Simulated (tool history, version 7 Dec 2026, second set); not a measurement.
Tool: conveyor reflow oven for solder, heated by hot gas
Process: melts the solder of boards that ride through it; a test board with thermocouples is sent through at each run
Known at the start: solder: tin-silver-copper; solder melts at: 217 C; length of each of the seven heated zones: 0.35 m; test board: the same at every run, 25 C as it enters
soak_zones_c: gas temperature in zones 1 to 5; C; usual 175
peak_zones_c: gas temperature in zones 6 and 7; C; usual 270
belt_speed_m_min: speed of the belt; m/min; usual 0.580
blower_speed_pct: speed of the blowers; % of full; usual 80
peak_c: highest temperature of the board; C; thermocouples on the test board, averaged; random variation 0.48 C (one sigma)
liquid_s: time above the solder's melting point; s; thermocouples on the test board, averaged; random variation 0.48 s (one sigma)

| run | hour | soak_zones_c | peak_zones_c | belt_speed_m_min | blower_speed_pct | peak_c | liquid_s |
|---|---|---|---|---|---|---|---|
| 1 | 0.0 | 175 | 270 | 0.580 | 80 | 257.9 | 58.8 |
| 2 | 9.5 | 175 | 270 | 0.580 | 80 | 258.2 | 59.1 |
| 3 | 17.4 | 175 | 270 | 0.580 | 80 | 257.5 | 58.8 |
| 4 | 30.2 | 175 | 270 | 0.580 | 80 | 258.1 | 59.5 |
| 5 | 45.9 | 175 | 270 | 0.580 | 80 | 257.9 | 59.1 |
| 6 | 56.9 | 175 | 270 | 0.580 | 80 | 258.0 | 59.1 |
| 7 | 68.4 | 175 | 270 | 0.580 | 80 | 258.4 | 58.5 |
| 8 | 81.4 | 175 | 270 | 0.580 | 80 | 257.9 | 58.2 |
| 9 | 90.6 | 175 | 270 | 0.580 | 80 | 258.9 | 58.2 |
|  | 105.3 | flux residue cleaned out of gas plates and filters |
| 10 | 108.6 | 175 | 270 | 0.580 | 80 | 258.3 | 60.0 |
| 11 | 122.8 | 175 | 270 | 0.580 | 80 | 260.1 | 59.6 |
| 12 | 130.5 | 175 | 270 | 0.670 | 80 | 254.7 | 49.4 |
| 13 | 139.2 | 175 | 270 | 0.670 | 80 | 255.1 | 47.9 |
| 14 | 149.5 | 175 | 270 | 0.670 | 80 | 254.8 | 48.4 |
| 15 | 165.5 | 175 | 270 | 0.580 | 80 | 259.3 | 59.3 |
| 16 | 182.0 | 175 | 270 | 0.580 | 51 | 250.1 | 51.3 |
| 17 | 194.6 | 175 | 270 | 0.580 | 51 | 249.1 | 50.9 |
| 18 | 210.7 | 176 | 276 | 0.563 | 53 | 257.0 | 59.6 |
| 19 | 219.4 | 175 | 280 | 0.580 | 69 | 265.4 | 63.3 |
| 20 | 232.4 | 168 | 273 | 0.670 | 65 | 250.0 | 43.1 |
| 21 | 245.2 | 161 | 273 | 0.670 | 65 | 249.1 | 40.4 |
| 22 | 261.3 | 161 | 273 | 0.670 | 65 | 250.1 | 40.9 |
| 23 | 270.0 | 175 | 270 | 0.466 | 69 | 262.4 | 78.2 |
| 24 | 285.7 | 175 | 270 | 0.466 | 69 | 262.0 | 77.6 |
| 25 | 297.8 | 178 | 259 | 0.625 | 70 | 245.7 | 46.1 |
| 26 | 308.2 | 161 | 259 | 0.647 | 51 | 232.2 | 25.0 |
| 27 | 316.1 | 175 | 270 | 0.646 | 80 | 255.3 | 51.1 |
| 28 | 324.0 | 167 | 270 | 0.580 | 53 | 248.0 | 47.5 |
| 29 | 335.4 | 167 | 270 | 0.580 | 53 | 247.9 | 49.0 |
| 30 | 344.0 | 167 | 270 | 0.580 | 53 | 248.6 | 49.1 |

4 ways to go on from here, each from the tool as it stands after run 30. What would each give?
| A | 356.0 | 171 | 275 | 0.465 | 80 | ? | ? |
| B | 356.0 | 175 | 270 | 0.465 | 80 | ? | ? |
| C | 356.0 | 175 | 270 | 0.580 | 75 | ? | ? |
| D | 356.0 | 175 | 281 | 0.515 | 88 | ? | ? |

| run | peak_c | liquid_s |
|---|---|---|
| A | 267.9 | 79.7 |
| B | 264.2 | 79.3 |
| C | 258.4 | 58.6 |
| D | 273.6 | 75.2 |
Without the tool's hidden state the same runs would have given:
| run | peak_c | liquid_s |
|---|---|---|
| A | 265.9 | 78.0 |
| B | 262.2 | 77.6 |
| C | 256.6 | 57.0 |
| D | 271.7 | 73.7 |
